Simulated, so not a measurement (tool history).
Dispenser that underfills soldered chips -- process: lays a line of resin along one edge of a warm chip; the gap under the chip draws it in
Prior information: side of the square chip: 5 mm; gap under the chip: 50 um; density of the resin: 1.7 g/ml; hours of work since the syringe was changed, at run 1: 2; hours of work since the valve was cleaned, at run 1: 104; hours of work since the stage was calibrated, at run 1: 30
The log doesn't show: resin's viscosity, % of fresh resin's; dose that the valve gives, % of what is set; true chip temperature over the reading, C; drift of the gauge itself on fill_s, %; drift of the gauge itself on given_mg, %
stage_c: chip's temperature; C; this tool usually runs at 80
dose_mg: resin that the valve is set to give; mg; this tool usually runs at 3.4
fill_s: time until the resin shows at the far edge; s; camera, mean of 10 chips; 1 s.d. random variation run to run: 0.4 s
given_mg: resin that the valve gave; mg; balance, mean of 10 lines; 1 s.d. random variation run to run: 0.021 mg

run	day	stage_c	dose_mg	hours of work since the syringe was changed	hours of work since the valve was cleaned	hours of work since the stage was calibrated	fill_s	given_mg
1	0	80	3.4	2	104	30	32.6	3.14
2	0.167	80	2.95	5	107	33	41.3	2.7
3	0.292	80	3.47	8	109	35	45.8	3.17
# day 0.354: new syringe of resin
4	0.529	80	3.78	3	113	39	34.1	3.44
5	0.721	80	3.78	7	117	43	41	3.42
# day 0.842: new syringe of resin
6	0.917	80	3.78	1	120	46	28.8	3.43
7	1.071	80	3.79	4	123	49	34.9	3.37
8	1.183	80	3.79	6	125	51	41.4	3.38
# day 1.342: new syringe of resin
9	1.408	80	3.79	1	128	54	29.2	3.39
10	1.55	80	3.79	4	131	57	35.1	3.39
11	1.667	80	3.79	6	133	59	40.5	3.38
# day 1.833: new syringe of resin
12	1.896	80	4.01	1	137	63	28.4	3.55
13	2.104	95	4.28	5	141	67	18.7	3.77
# day 2.188: dispensing valve cleaned and set on the balance
14	2.317	94	3.17	8	2	70	23.6	3.16
# day 2.375: new syringe of resin
15	2.558	88	3.01	3	6	74	22.8	3.02
16	2.729	77	3.02	6	9	77	48.4	2.99
# day 2.867: new syringe of resin
17	2.946	77	3.69	1	13	80	33.6	3.64
18	3.058	81	3	3	15	82	33.2	2.94
19	3.183	81	3	6	17	85	37.8	2.96
20	3.308	93	4.33	8	19	87	24.1	4.28

Below are 4 alternative next runs, each starting from the tool's condition after run 20. Predict each:
# day 3.354: new syringe of resin
A	3.45	93	3.95	2	22	89	?	?
# day 3.354: new syringe of resin
B	3.45	87	3.23	2	22	89	?	?
# day 3.354: new syringe of resin
C	3.45	84	3.94	2	22	89	?	?
# day 3.354: new syringe of resin
D	3.45	89	4.33	2	22	89	?	?

run	fill_s	given_mg
A	16.6	3.89
B	22.1	3.15
C	25.4	3.85
D	19.3	4.24
With the hidden condition removed and each run's random variation left untouched, the same runs would have given:
run	fill_s	given_mg
A	14.4	3.96
B	19.2	3.21
C	22.2	3.92
D	16.7	4.32

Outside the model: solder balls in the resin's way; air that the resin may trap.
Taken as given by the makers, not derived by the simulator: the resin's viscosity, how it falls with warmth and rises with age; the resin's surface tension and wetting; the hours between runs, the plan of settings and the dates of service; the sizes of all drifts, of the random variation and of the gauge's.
